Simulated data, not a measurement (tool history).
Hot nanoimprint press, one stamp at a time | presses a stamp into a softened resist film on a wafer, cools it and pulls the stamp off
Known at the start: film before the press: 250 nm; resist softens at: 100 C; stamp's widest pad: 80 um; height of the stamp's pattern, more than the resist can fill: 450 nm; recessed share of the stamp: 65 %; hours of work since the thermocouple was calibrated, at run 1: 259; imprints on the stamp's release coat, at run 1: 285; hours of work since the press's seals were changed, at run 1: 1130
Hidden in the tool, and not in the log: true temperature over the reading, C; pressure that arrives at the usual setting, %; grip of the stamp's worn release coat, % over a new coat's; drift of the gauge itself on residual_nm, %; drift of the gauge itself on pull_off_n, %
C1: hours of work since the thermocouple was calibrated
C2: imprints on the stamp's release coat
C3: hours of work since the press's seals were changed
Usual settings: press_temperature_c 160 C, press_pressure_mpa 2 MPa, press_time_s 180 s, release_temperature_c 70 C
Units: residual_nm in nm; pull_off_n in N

run 1 hour=0 | press_temperature_c=160 press_pressure_mpa=2 press_time_s=180 release_temperature_c=70 | C1=259 C2=285 C3=1130 | residual_nm=103.4 pull_off_n=111
run 2 hour=21.4 | press_temperature_c=160 press_pressure_mpa=2 press_time_s=180 release_temperature_c=70 | C1=275 C2=364 C3=1146 | residual_nm=105 pull_off_n=110
run 3 hour=48.6 | press_temperature_c=160 press_pressure_mpa=2 press_time_s=180 release_temperature_c=70 | C1=294 C2=465 C3=1165 | residual_nm=104.7 pull_off_n=110
run 4 hour=81.7 | press_temperature_c=160 press_pressure_mpa=2 press_time_s=347 release_temperature_c=70 | C1=318 C2=587 C3=1189 | residual_nm=79.8 pull_off_n=104
run 5 hour=119 | press_temperature_c=160 press_pressure_mpa=2 press_time_s=347 release_temperature_c=70 | C1=345 C2=725 C3=1216 | residual_nm=80 pull_off_n=115
run 6 hour=139.7 | press_temperature_c=160 press_pressure_mpa=2 press_time_s=198 release_temperature_c=70 | C1=360 C2=802 C3=1232 | residual_nm=99.8 pull_off_n=114
run 7 hour=163.8 | press_temperature_c=157 press_pressure_mpa=2 press_time_s=180 release_temperature_c=70 | C1=378 C2=890 C3=1249 | residual_nm=119.1 pull_off_n=106
run 8 hour=185.5 | press_temperature_c=156 press_pressure_mpa=2.75 press_time_s=351 release_temperature_c=70 | C1=394 C2=971 C3=1265 | residual_nm=82.7 pull_off_n=110
run 9 hour=205.4 | press_temperature_c=162 press_pressure_mpa=2 press_time_s=180 release_temperature_c=72 | C1=408 C2=1044 C3=1279 | residual_nm=93.7 pull_off_n=101
run 10 hour=239.8 | press_temperature_c=162 press_pressure_mpa=1.8 press_time_s=102 release_temperature_c=57 | C1=433 C2=1171 C3=1304 | residual_nm=123.1 pull_off_n=132
run 11 hour=270.7 | press_temperature_c=162 press_pressure_mpa=1.8 press_time_s=102 release_temperature_c=57 | C1=455 C2=1286 C3=1327 | residual_nm=122.5 pull_off_n=134
run 12 hour=307.2 | press_temperature_c=168 press_pressure_mpa=2 press_time_s=205 release_temperature_c=78 | C1=482 C2=1420 C3=1353 | residual_nm=66.3 pull_off_n=93
-- hour=338.5 press's hydraulic seals changed and the load cell set to zero
run 13 hour=349.4 | press_temperature_c=168 press_pressure_mpa=2 press_time_s=205 release_temperature_c=78 | C1=507 C2=1547 C3=8 | residual_nm=66.8 pull_off_n=99

Forecast each of these 4 alternatives for the next run:
run A hour=370.3 | press_temperature_c=151 press_pressure_mpa=2.25 press_time_s=180 release_temperature_c=71 | C1=522 C2=1624 C3=23 | residual_nm=? pull_off_n=?
run B hour=370.3 | press_temperature_c=168 press_pressure_mpa=2.44 press_time_s=131 release_temperature_c=56 | C1=522 C2=1624 C3=23 | residual_nm=? pull_off_n=?
run C hour=370.3 | press_temperature_c=149 press_pressure_mpa=3.13 press_time_s=154 release_temperature_c=70 | C1=522 C2=1624 C3=23 | residual_nm=? pull_off_n=?
run D hour=370.3 | press_temperature_c=169 press_pressure_mpa=2 press_time_s=191 release_temperature_c=78 | C1=522 C2=1624 C3=23 | residual_nm=? pull_off_n=?

run=A residual_nm=149 pull_off_n=105
run=B residual_nm=73.3 pull_off_n=132
run=C residual_nm=150.9 pull_off_n=115
run=D residual_nm=65.5 pull_off_n=96
Without the tool's hidden state the same runs would have given:
run=A residual_nm=151.6 pull_off_n=104
run=B residual_nm=74.6 pull_off_n=130
run=C residual_nm=153.5 pull_off_n=114
run=D residual_nm=66.7 pull_off_n=95

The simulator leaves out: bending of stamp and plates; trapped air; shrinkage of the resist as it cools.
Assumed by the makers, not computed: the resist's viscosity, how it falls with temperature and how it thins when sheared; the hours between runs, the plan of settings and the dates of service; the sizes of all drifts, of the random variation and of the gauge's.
